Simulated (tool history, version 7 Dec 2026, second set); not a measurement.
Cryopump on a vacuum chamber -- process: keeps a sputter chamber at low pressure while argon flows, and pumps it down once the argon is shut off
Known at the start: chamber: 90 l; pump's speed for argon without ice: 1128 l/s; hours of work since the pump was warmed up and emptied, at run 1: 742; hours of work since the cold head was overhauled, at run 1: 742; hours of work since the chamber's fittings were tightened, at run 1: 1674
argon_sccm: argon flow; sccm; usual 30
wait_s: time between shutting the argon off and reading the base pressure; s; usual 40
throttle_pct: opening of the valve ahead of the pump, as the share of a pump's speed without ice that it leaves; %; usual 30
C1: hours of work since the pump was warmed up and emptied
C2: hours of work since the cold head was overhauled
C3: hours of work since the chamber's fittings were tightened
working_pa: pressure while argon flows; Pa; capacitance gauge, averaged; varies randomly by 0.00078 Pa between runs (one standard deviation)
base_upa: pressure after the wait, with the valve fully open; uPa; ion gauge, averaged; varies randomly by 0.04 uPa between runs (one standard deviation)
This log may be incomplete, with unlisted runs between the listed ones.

run 1 hour=0.0 | argon_sccm=30 wait_s=40 throttle_pct=30 | C1=742 C2=742 C3=1674 | working_pa=0.1616 base_upa=4.48
run 2 hour=26.7 | argon_sccm=30 wait_s=40 throttle_pct=30 | C1=755 C2=755 C3=1687 | working_pa=0.1618 base_upa=4.55
run 3 hour=42.5 | argon_sccm=30 wait_s=40 throttle_pct=30 | C1=763 C2=763 C3=1695 | working_pa=0.1611 base_upa=4.59
run 4 hour=80.4 | argon_sccm=30 wait_s=40 throttle_pct=30 | C1=782 C2=782 C3=1714 | working_pa=0.1609 base_upa=4.66
run 5 hour=101.2 | argon_sccm=30 wait_s=40 throttle_pct=30 | C1=792 C2=792 C3=1724 | working_pa=0.1611 base_upa=4.64
run 6 hour=125.8 | argon_sccm=30 wait_s=40 throttle_pct=30 | C1=804 C2=804 C3=1736 | working_pa=0.1630 base_upa=4.65
run 7 hour=151.4 | argon_sccm=30 wait_s=40 throttle_pct=30 | C1=816 C2=816 C3=1748 | working_pa=0.1624 base_upa=4.79
run 8 hour=169.5 | argon_sccm=30 wait_s=75 throttle_pct=30 | C1=825 C2=825 C3=1757 | working_pa=0.1637 base_upa=3.84
run 9 hour=189.4 | argon_sccm=30 wait_s=75 throttle_pct=30 | C1=835 C2=835 C3=1767 | working_pa=0.1616 base_upa=3.74
run 10 hour=223.9 | argon_sccm=30 wait_s=75 throttle_pct=30 | C1=852 C2=852 C3=1784 | working_pa=0.1651 base_upa=3.95
run 11 hour=258.4 | argon_sccm=30 wait_s=39 throttle_pct=30 | C1=869 C2=869 C3=1801 | working_pa=0.1626 base_upa=4.88
run 12 hour=289.9 | argon_sccm=30 wait_s=39 throttle_pct=30 | C1=884 C2=884 C3=1816 | working_pa=0.1629 base_upa=4.92
run 13 hour=315.8 | argon_sccm=30 wait_s=228 throttle_pct=30 | C1=897 C2=897 C3=1829 | working_pa=0.1639 base_upa=3.24
run 14 hour=332.7 | argon_sccm=30 wait_s=228 throttle_pct=30 | C1=905 C2=905 C3=1837 | working_pa=0.1644 base_upa=3.23
run 15 hour=370.1 | argon_sccm=30 wait_s=40 throttle_pct=18 | C1=923 C2=923 C3=1855 | working_pa=0.2661 base_upa=5.13
run 16 hour=385.8 | argon_sccm=30 wait_s=40 throttle_pct=30 | C1=931 C2=931 C3=1863 | working_pa=0.1653 base_upa=5.03
run 17 hour=419.3 | argon_sccm=30 wait_s=40 throttle_pct=30 | C1=947 C2=947 C3=1879 | working_pa=0.1650 base_upa=4.96
run 18 hour=443.7 | argon_sccm=30 wait_s=40 throttle_pct=30 | C1=959 C2=959 C3=1891 | working_pa=0.1652 base_upa=5.01
run 19 hour=474.1 | argon_sccm=33 wait_s=291 throttle_pct=30 | C1=974 C2=974 C3=1906 | working_pa=0.1832 base_upa=3.26
run 20 hour=507.5 | argon_sccm=33 wait_s=291 throttle_pct=30 | C1=990 C2=990 C3=1922 | working_pa=0.1808 base_upa=3.39
run 21 hour=533.2 | argon_sccm=33 wait_s=67 throttle_pct=19 | C1=1003 C2=1003 C3=1935 | working_pa=0.2805 base_upa=4.50
run 22 hour=564.9 | argon_sccm=34 wait_s=28 throttle_pct=56 | C1=1018 C2=1018 C3=1950 | working_pa=0.1099 base_upa=6.12
run 23 hour=598.3 | argon_sccm=16 wait_s=282 throttle_pct=29 | C1=1035 C2=1035 C3=1967 | working_pa=0.0920 base_upa=3.57
run 24 hour=624.3 | argon_sccm=30 wait_s=40 throttle_pct=32 | C1=1048 C2=1048 C3=1980 | working_pa=0.1579 base_upa=5.43
run 25 hour=653.9 | argon_sccm=31 wait_s=69 throttle_pct=27 | C1=1062 C2=1062 C3=1994 | working_pa=0.1914 base_upa=4.53
run 26 hour=692.1 | argon_sccm=40 wait_s=111 throttle_pct=32 | C1=1081 C2=1081 C3=2013 | working_pa=0.2115 base_upa=4.09
run 27 hour=708.7 | argon_sccm=57 wait_s=168 throttle_pct=32 | C1=1089 C2=1089 C3=2021 | working_pa=0.3024 base_upa=3.85
run 28 hour=745.8 | argon_sccm=57 wait_s=168 throttle_pct=32 | C1=1107 C2=1107 C3=2039 | working_pa=0.3041 base_upa=3.91
run 29 hour=770.6 | argon_sccm=16 wait_s=40 throttle_pct=30 | C1=1119 C2=1119 C3=2051 | working_pa=0.0905 base_upa=5.57
run 30 hour=797.1 | argon_sccm=48 wait_s=104 throttle_pct=20 | C1=1132 C2=1132 C3=2064 | working_pa=0.3920 base_upa=4.21
run 31 hour=829.4 | argon_sccm=33 wait_s=104 throttle_pct=45 | C1=1148 C2=1148 C3=2080 | working_pa=0.1318 base_upa=4.25
run 32 hour=862.9 | argon_sccm=19 wait_s=65 throttle_pct=45 | C1=1164 C2=1164 C3=2096 | working_pa=0.0767 base_upa=4.85
run 33 hour=901.5 | argon_sccm=19 wait_s=65 throttle_pct=45 | C1=1183 C2=1183 C3=2115 | working_pa=0.0761 base_upa=4.85

What if the next run were any one of these 5? Each begins from the tool's condition after run 33:
run A hour=918.6 | argon_sccm=25 wait_s=264 throttle_pct=27 | C1=1191 C2=1191 C3=2123 | working_pa=? base_upa=?
run B hour=918.6 | argon_sccm=19 wait_s=74 throttle_pct=45 | C1=1191 C2=1191 C3=2123 | working_pa=? base_upa=?
run C hour=918.6 | argon_sccm=29 wait_s=40 throttle_pct=30 | C1=1191 C2=1191 C3=2123 | working_pa=? base_upa=?
run D hour=918.6 | argon_sccm=17 wait_s=65 throttle_pct=19 | C1=1191 C2=1191 C3=2123 | working_pa=? base_upa=?
run E hour=918.6 | argon_sccm=42 wait_s=151 throttle_pct=45 | C1=1191 C2=1191 C3=2123 | working_pa=? base_upa=?

run=A working_pa=0.1581 base_upa=3.82
run=B working_pa=0.0751 base_upa=4.75
run=C working_pa=0.1657 base_upa=5.58
run=D working_pa=0.1465 base_upa=4.88
run=E working_pa=0.1694 base_upa=4.20
What these runs would have given with no unlogged condition in the tool:
run=A working_pa=0.1402 base_upa=0.55
run=B working_pa=0.0617 base_upa=1.39
run=C working_pa=0.1452 base_upa=2.27
run=D working_pa=0.1345 base_upa=1.54
run=E working_pa=0.1397 base_upa=0.84
